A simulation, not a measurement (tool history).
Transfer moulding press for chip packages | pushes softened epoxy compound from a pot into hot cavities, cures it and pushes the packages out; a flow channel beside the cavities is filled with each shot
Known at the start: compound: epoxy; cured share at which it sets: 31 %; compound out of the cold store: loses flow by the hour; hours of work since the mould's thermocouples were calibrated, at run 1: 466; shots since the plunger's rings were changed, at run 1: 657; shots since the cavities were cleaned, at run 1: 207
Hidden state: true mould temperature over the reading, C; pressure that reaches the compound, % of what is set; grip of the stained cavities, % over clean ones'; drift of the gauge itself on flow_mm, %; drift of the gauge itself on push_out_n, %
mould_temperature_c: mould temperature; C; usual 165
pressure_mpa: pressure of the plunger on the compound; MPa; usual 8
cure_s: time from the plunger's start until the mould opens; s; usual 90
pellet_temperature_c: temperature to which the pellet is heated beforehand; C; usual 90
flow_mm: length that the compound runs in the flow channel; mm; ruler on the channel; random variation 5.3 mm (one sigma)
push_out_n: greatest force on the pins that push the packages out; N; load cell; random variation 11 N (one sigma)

run	hour	mould_temperature_c	pressure_mpa	cure_s	pellet_temperature_c	hours of work since the mould's thermocouples were calibrated	shots since the plunger's rings were changed	shots since the cavities were cleaned	incoming compound's hours out of the cold store	flow_mm	push_out_n
1	0	165	8	90	90	466	657	207	46.9	574	491
# hour 32.6: cavities cleaned with cleaning compound and waxed
2	37.4	165	8	90	95	493	1164	68	21	660	512
3	57.7	165	8	90	95	509	1451	355	26.3	637	490
4	75	165	8.91	90	90	522	1694	598	46.7	604	492
# hour 79.8: cavities cleaned with cleaning compound and waxed
5	96.5	165	8	87	90	537	1977	236	44.2	586	491
# hour 125.9: cavities cleaned with cleaning compound and waxed
6	125.9	165	8	87	90	558	2371	0	29.5	630	531
7	153.5	165	8	87	90	578	2760	389	18.4	676	533
# hour 170.8: cavities cleaned with cleaning compound and waxed
8	185.5	165	8	87	90	601	3190	207	11.9	700	537
9	206.9	165	8	90	90	618	3493	510	41.5	590	508
# hour 215.2: cavities cleaned with cleaning compound and waxed
10	246	170	8	90	90	646	4023	435	36.7	596	445
# hour 262.3: cavities cleaned with cleaning compound and waxed
11	269.7	170	8	90	90	662	4336	105	37.1	598	451
12	299.5	165	8	90	90	685	4758	527	8.2	699	517
# hour 306.7: cavities cleaned with cleaning compound and waxed
# hour 314.4: plunger's sealing rings changed
13	331.2	165	8	90	90	706	236	310	45.3	583	515
# hour 353.5: cavities cleaned with cleaning compound and waxed
14	370.7	165	8	124	99	734	773	243	8.7	712	448
15	389.5	166	8	90	84	748	1039	509	12.6	678	503
# hour 398.5: cavities cleaned with cleaning compound and waxed
16	430.3	165	8.48	90	83	778	1593	448	13.7	701	518
# hour 443.9: cavities cleaned with cleaning compound and waxed
17	463.3	165	8	90	87	802	2038	274	10.1	700	534
# hour 488.8: cavities cleaned with cleaning compound and waxed
18	488.8	167	8	111	87	820	2377	0	22.1	646	451
19	517.8	167	8	111	87	842	2786	409	8.6	689	441
# hour 534.3: cavities cleaned with cleaning compound and waxed
20	540.9	167	8.51	86	87	858	3090	93	9.3	714	487
21	573.9	167	8.51	86	87	883	3556	559	46.4	586	489
# hour 580: cavities cleaned with cleaning compound and waxed
# hour 600.1: mould's thermocouples calibrated
22	601.8	167	8.51	86	87	1	3900	279	29.6	637	501
# hour 626: cavities cleaned with cleaning compound and waxed
23	629.6	165	9.87	90	96	21	4272	51	8.8	778	515
24	655.4	165	9.87	90	96	40	4636	415	17.7	746	509
# hour 670.1: cavities cleaned with cleaning compound and waxed
# hour 678.7: plunger's sealing rings changed
25	688.7	165	9.87	90	96	62	141	227	8.9	782	496
# hour 718.1: cavities cleaned with cleaning compound and waxed
26	724.3	158	9.26	121	82	88	622	87	20.9	730	479

Forecast each of these 4 alternatives for the next run:
A	744.5	162	9.26	75	96	103	907	372	27.6	?	?
B	744.5	158	6.07	121	96	103	907	372	31.2	?	?
C	744.5	158	6.69	90	94	103	907	372	30.1	?	?
D	744.5	170	8	90	90	103	907	372	12.6	?	?

run	flow_mm	push_out_n
A	688	740
B	549	486
C	588	673
D	674	470
Without the tool's hidden state the same runs would have given:
run	flow_mm	push_out_n
A	688	735
B	549	483
C	588	669
D	674	467

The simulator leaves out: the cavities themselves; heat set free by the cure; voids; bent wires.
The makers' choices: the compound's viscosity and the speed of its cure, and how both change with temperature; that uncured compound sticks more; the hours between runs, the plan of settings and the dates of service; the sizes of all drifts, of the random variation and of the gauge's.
